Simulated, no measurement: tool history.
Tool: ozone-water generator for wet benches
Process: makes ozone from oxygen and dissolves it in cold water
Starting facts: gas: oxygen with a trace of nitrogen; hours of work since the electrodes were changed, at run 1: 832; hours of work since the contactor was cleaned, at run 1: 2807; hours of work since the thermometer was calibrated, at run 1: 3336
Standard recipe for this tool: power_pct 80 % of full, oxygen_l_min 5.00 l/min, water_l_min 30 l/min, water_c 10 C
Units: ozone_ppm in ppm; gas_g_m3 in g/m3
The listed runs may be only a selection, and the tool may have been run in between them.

run     day  power_pct  oxygen_l_min  water_l_min  water_c  hours of work since the electrodes were changed  hours of work since the contactor was cleaned  hours of work since the thermometer was calibrated  ozone_ppm  gas_g_m3
  1   0.000         80          5.00           30       10                                              832                                           2807                                                3336       18.7     224.8
  2   0.842         80          5.00           30       10                                              851                                           2827                                                3356       18.6     226.5
  3   2.321         80          5.00           30       10                                              886                                           2862                                                3391       18.4     225.0
  4   3.442         80          6.36           30       10                                              912                                           2888                                                3417       19.0     196.4
  5   5.112         80          5.00           42       10                                              952                                           2927                                                3456       13.4     226.8
  6   6.054         80          5.00           42       10                                              974                                           2949                                                3478       13.3     223.0
  7   7.525         80          5.00           42       10                                             1008                                           2984                                                3513       13.3     226.1
  8   8.296         80          5.00           30       10                                             1026                                           3002                                                3531       18.5     226.2
  9   9.275         80          5.00           30       10                                             1049                                           3025                                                3554       18.5     225.7
 10  10.962         96          7.38           21       14                                             1089                                           3064                                                3593       27.4     202.8
 11  11.896         90          5.04           21       14                                             1111                                           3086                                                3615       26.8     244.5
 12  12.933         90          5.04           21       14                                             1135                                           3111                                                3639       26.5     244.2
 13  14.083         93          5.00           19        7                                             1162                                           3137                                                3666       31.7     250.8
 14  15.942         80          4.15           33       10                                             1206                                           3181                                                3710       16.4     253.3
 15  17.712         77          4.15           33       11                                             1247                                           3223                                                3752       16.0     246.6
 16  18.654         80          4.01           30        8                                             1269                                           3245                                                3774       18.3     256.7
 17  20.388         90          5.00           43        8                                             1310                                           3285                                                3814       14.2     245.8

What will run 18 give?
 18  21.675         80          6.74           30       13                                             1340                                           3316                                                3845          ?         ?

Run 18 came out at ozone_ppm 18.5 ppm, gas_g_m3 190.2 g/m3.
With the hidden condition absent and the run-to-run variation left alone, this run would have shown ozone_ppm 18.6 ppm, gas_g_m3 190.3 g/m3.
